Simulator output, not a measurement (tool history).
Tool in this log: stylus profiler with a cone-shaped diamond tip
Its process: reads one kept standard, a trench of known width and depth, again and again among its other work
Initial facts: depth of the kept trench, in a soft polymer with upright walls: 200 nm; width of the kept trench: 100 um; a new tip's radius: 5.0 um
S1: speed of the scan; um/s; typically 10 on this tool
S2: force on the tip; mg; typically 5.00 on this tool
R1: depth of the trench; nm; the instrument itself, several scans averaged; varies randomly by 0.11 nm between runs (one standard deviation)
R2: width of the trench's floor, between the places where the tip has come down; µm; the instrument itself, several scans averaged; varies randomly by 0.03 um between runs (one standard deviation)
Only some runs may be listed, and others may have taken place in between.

| run | hour | S1 | S2 | R1 | R2 |
|---|---|---|---|---|---|
| 1 | 0.0 | 10 | 5.00 | 205.51 | 97.12 |
| 2 | 7.7 | 10 | 5.00 | 205.42 | 97.12 |
| 3 | 22.6 | 10 | 5.00 | 205.71 | 97.13 |
| 4 | 32.4 | 10 | 5.00 | 205.72 | 97.14 |
| 5 | 45.2 | 12 | 5.00 | 205.78 | 97.16 |
| 6 | 63.4 | 12 | 5.00 | 205.45 | 97.14 |
| 7 | 77.7 | 12 | 5.00 | 205.65 | 97.17 |
| 8 | 87.1 | 12 | 5.00 | 205.72 | 97.21 |
| 9 | 101.9 | 10 | 10.46 | 209.08 | 97.17 |
| 10 | 120.7 | 10 | 10.46 | 209.17 | 97.15 |
| 11 | 138.9 | 10 | 10.46 | 209.36 | 97.18 |
| 12 | 148.3 | 10 | 5.00 | 205.57 | 97.15 |
| 13 | 161.3 | 10 | 5.00 | 205.60 | 97.19 |
| 14 | 170.5 | 10 | 5.00 | 205.70 | 97.18 |
| 15 | 185.8 | 30 | 5.00 | 205.44 | 97.19 |
| 16 | 196.1 | 30 | 5.00 | 205.57 | 97.12 |
| 17 | 212.2 | 30 | 2.51 | 203.47 | 97.02 |
| 18 | 221.7 | 30 | 2.51 | 203.41 | 97.10 |
| 19 | 234.7 | 4 | 2.51 | 203.58 | 97.23 |
| 20 | 246.1 | 4 | 2.51 | 203.57 | 97.18 |
| 21 | 262.2 | 10 | 5.00 | 205.74 | 97.18 |
| 22 | 273.1 | 7 | 5.00 | 205.62 | 97.18 |
| 23 | 288.0 | 7 | 5.00 | 205.61 | 97.23 |
| 24 | 300.2 | 7 | 5.00 | 205.59 | 97.18 |
| 25 | 314.7 | 18 | 1.70 | 202.96 | 97.08 |
| 26 | 329.2 | 3 | 5.95 | 206.52 | 97.21 |
| 27 | 338.8 | 31 | 3.97 | 204.76 | 97.13 |
| 28 | 352.4 | 31 | 3.97 | 204.84 | 97.07 |
| 29 | 367.0 | 4 | 5.00 | 205.57 | 97.21 |
| 30 | 378.8 | 2 | 12.27 | 209.90 | 97.16 |
| 31 | 386.9 | 3 | 11.16 | 209.51 | 97.19 |
| 32 | 396.0 | 40 | 3.09 | 204.25 | 96.95 |
| 33 | 405.0 | 40 | 3.09 | 204.07 | 97.02 |
| 34 | 419.0 | 40 | 3.09 | 204.09 | 96.99 |
| 35 | 436.3 | 40 | 3.09 | 204.11 | 97.01 |
| 36 | 444.3 | 16 | 5.00 | 205.73 | 97.15 |
| 37 | 453.2 | 3 | 7.97 | 207.67 | 97.22 |
| 38 | 461.1 | 10 | 3.01 | 204.27 | 97.18 |
| 39 | 470.2 | 4 | 4.62 | 205.37 | 97.22 |
| 40 | 480.7 | 4 | 1.80 | 202.93 | 97.11 |
| 41 | 491.7 | 4 | 1.80 | 202.75 | 97.19 |
| 42 | 500.2 | 4 | 1.80 | 202.81 | 97.15 |
| 43 | 508.8 | 4 | 1.80 | 202.72 | 97.17 |
| 44 | 521.6 | 18 | 10.21 | 209.19 | 97.16 |
| 45 | 529.8 | 14 | 10.21 | 209.09 | 97.16 |
| 46 | 541.5 | 14 | 10.21 | 208.92 | 97.16 |

4 ways to go on from here, each from the tool as it stands after run 46. What would each give?
| A | 554.4 | 8 | 10.21 | ? | ? |
| B | 554.4 | 28 | 10.21 | ? | ? |
| C | 554.4 | 17 | 10.21 | ? | ? |
| D | 554.4 | 27 | 8.14 | ? | ? |

| run | R1 | R2 |
|---|---|---|
| A | 209.07 | 97.18 |
| B | 209.09 | 97.13 |
| C | 209.04 | 97.21 |
| D | 207.75 | 97.13 |
The same runs, with their run-to-run variation unchanged, on a tool lacking any hidden condition would have given:
| run | R1 | R2 |
|---|---|---|
| A | 209.08 | 97.19 |
| B | 209.09 | 97.13 |
| C | 209.04 | 97.22 |
| D | 207.75 | 97.13 |

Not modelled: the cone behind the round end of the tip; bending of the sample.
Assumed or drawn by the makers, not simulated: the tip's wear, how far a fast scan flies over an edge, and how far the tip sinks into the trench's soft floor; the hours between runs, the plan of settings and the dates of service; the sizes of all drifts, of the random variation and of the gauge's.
